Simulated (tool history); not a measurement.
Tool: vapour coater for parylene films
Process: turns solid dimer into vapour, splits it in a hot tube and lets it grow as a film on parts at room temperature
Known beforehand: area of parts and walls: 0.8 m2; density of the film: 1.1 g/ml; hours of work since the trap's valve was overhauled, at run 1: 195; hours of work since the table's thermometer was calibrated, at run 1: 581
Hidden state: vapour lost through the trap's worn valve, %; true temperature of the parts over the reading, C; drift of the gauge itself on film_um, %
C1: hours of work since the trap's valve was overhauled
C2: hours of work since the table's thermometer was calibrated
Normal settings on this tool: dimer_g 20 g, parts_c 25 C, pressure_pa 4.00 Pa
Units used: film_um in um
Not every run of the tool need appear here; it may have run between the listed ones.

{"run": 1, "hour": 0.0, "dimer_g": 20, "parts_c": 25, "pressure_pa": 4.0, "C1": 195, "C2": 581, "film_um": 14.87}
{"run": 2, "hour": 24.6, "dimer_g": 20, "parts_c": 35, "pressure_pa": 4.0, "C1": 207, "C2": 593, "film_um": 12.5}
{"run": 3, "hour": 64.5, "dimer_g": 20, "parts_c": 35, "pressure_pa": 4.0, "C1": 227, "C2": 613, "film_um": 12.62}
{"run": 4, "hour": 92.3, "dimer_g": 20, "parts_c": 35, "pressure_pa": 4.0, "C1": 241, "C2": 627, "film_um": 12.51}
{"run": 5, "hour": 128.8, "dimer_g": 20, "parts_c": 25, "pressure_pa": 4.0, "C1": 259, "C2": 645, "film_um": 14.85}
{"run": 6, "hour": 153.4, "dimer_g": 20, "parts_c": 25, "pressure_pa": 4.0, "C1": 271, "C2": 658, "film_um": 14.6}
{"run": 7, "hour": 195.7, "dimer_g": 20, "parts_c": 27, "pressure_pa": 4.0, "C1": 293, "C2": 679, "film_um": 14.29}
{"run": 8, "hour": 247.2, "dimer_g": 20, "parts_c": 27, "pressure_pa": 4.0, "C1": 318, "C2": 704, "film_um": 14.09}
{"run": 9, "hour": 269.1, "dimer_g": 20, "parts_c": 27, "pressure_pa": 4.0, "C1": 329, "C2": 715, "film_um": 13.91}
{"run": 10, "hour": 298.3, "dimer_g": 20, "parts_c": 27, "pressure_pa": 4.0, "C1": 344, "C2": 730, "film_um": 13.97}
{"run": 11, "hour": 330.4, "dimer_g": 20, "parts_c": 36, "pressure_pa": 4.0, "C1": 360, "C2": 746, "film_um": 12.08}
{"run": 12, "hour": 375.5, "dimer_g": 20, "parts_c": 36, "pressure_pa": 4.0, "C1": 383, "C2": 769, "film_um": 12.1}
{"run": 13, "hour": 410.9, "dimer_g": 20, "parts_c": 25, "pressure_pa": 2.12, "C1": 400, "C2": 786, "film_um": 15.03}
{"hour": 439.7, "done": "trap's valve overhauled"}
{"run": 14, "hour": 442.5, "dimer_g": 20, "parts_c": 25, "pressure_pa": 2.12, "C1": 1, "C2": 800, "film_um": 16.21}
{"run": 15, "hour": 479.2, "dimer_g": 20, "parts_c": 25, "pressure_pa": 4.78, "C1": 20, "C2": 819, "film_um": 15.16}
{"run": 16, "hour": 525.4, "dimer_g": 20, "parts_c": 25, "pressure_pa": 4.78, "C1": 43, "C2": 842, "film_um": 14.89}
{"run": 17, "hour": 565.1, "dimer_g": 17, "parts_c": 25, "pressure_pa": 4.78, "C1": 63, "C2": 862, "film_um": 12.92}
{"run": 18, "hour": 593.4, "dimer_g": 20, "parts_c": 25, "pressure_pa": 4.0, "C1": 77, "C2": 876, "film_um": 15.38}
{"run": 19, "hour": 631.5, "dimer_g": 20, "parts_c": 25, "pressure_pa": 4.0, "C1": 96, "C2": 895, "film_um": 15.11}
{"run": 20, "hour": 666.7, "dimer_g": 20, "parts_c": 25, "pressure_pa": 4.0, "C1": 114, "C2": 913, "film_um": 15.02}
{"run": 21, "hour": 702.9, "dimer_g": 20, "parts_c": 31, "pressure_pa": 4.0, "C1": 132, "C2": 931, "film_um": 13.85}
{"run": 22, "hour": 744.0, "dimer_g": 20, "parts_c": 31, "pressure_pa": 4.0, "C1": 152, "C2": 951, "film_um": 13.58}
{"run": 23, "hour": 780.6, "dimer_g": 20, "parts_c": 31, "pressure_pa": 4.0, "C1": 171, "C2": 970, "film_um": 13.76}
{"run": 24, "hour": 813.2, "dimer_g": 13, "parts_c": 31, "pressure_pa": 6.07, "C1": 187, "C2": 986, "film_um": 8.46}
{"run": 25, "hour": 842.2, "dimer_g": 13, "parts_c": 29, "pressure_pa": 2.75, "C1": 202, "C2": 1000, "film_um": 9.27}
{"run": 26, "hour": 874.7, "dimer_g": 10, "parts_c": 25, "pressure_pa": 5.06, "C1": 218, "C2": 1017, "film_um": 7.33}
{"run": 27, "hour": 920.6, "dimer_g": 10, "parts_c": 25, "pressure_pa": 5.06, "C1": 241, "C2": 1040, "film_um": 7.34}
{"run": 28, "hour": 968.6, "dimer_g": 9, "parts_c": 25, "pressure_pa": 5.24, "C1": 265, "C2": 1064, "film_um": 6.48}
{"run": 29, "hour": 1007.8, "dimer_g": 9, "parts_c": 25, "pressure_pa": 5.24, "C1": 284, "C2": 1083, "film_um": 6.52}
{"run": 30, "hour": 1054.2, "dimer_g": 9, "parts_c": 25, "pressure_pa": 5.24, "C1": 308, "C2": 1107, "film_um": 6.53}
{"run": 31, "hour": 1093.0, "dimer_g": 26, "parts_c": 25, "pressure_pa": 5.24, "C1": 327, "C2": 1126, "film_um": 18.4}
{"run": 32, "hour": 1122.5, "dimer_g": 26, "parts_c": 25, "pressure_pa": 5.24, "C1": 342, "C2": 1141, "film_um": 18.55}
{"run": 33, "hour": 1147.7, "dimer_g": 8, "parts_c": 31, "pressure_pa": 5.22, "C1": 355, "C2": 1153, "film_um": 5.17}
{"run": 34, "hour": 1180.0, "dimer_g": 12, "parts_c": 27, "pressure_pa": 4.0, "C1": 371, "C2": 1170, "film_um": 8.4}
{"run": 35, "hour": 1208.8, "dimer_g": 30, "parts_c": 22, "pressure_pa": 3.47, "C1": 385, "C2": 1184, "film_um": 23.13}
{"run": 36, "hour": 1243.8, "dimer_g": 21, "parts_c": 36, "pressure_pa": 3.47, "C1": 403, "C2": 1202, "film_um": 12.65}
{"hour": 1269.2, "done": "trap's valve overhauled"}
{"run": 37, "hour": 1278.1, "dimer_g": 21, "parts_c": 36, "pressure_pa": 3.47, "C1": 4, "C2": 1217, "film_um": 13.78}
{"run": 38, "hour": 1308.4, "dimer_g": 21, "parts_c": 25, "pressure_pa": 2.1, "C1": 20, "C2": 1232, "film_um": 16.71}

Each row is a separate what-if for the run after 38, all from the same tool condition, not one after another. Results?
{"run": "A", "hour": 1349.9, "dimer_g": 20, "parts_c": 25, "pressure_pa": 9.42, "C1": 40, "C2": 1253, "film_um": "?"}
{"run": "B", "hour": 1349.9, "dimer_g": 11, "parts_c": 25, "pressure_pa": 8.67, "C1": 40, "C2": 1253, "film_um": "?"}
{"run": "C", "hour": 1349.9, "dimer_g": 15, "parts_c": 27, "pressure_pa": 8.5, "C1": 40, "C2": 1253, "film_um": "?"}

run=A film_um=14.43
run=B film_um=7.95
run=C film_um=10.54
What these runs would have given with no unlogged condition in the tool:
run=A film_um=14.85
run=B film_um=8.19
run=C film_um=10.85

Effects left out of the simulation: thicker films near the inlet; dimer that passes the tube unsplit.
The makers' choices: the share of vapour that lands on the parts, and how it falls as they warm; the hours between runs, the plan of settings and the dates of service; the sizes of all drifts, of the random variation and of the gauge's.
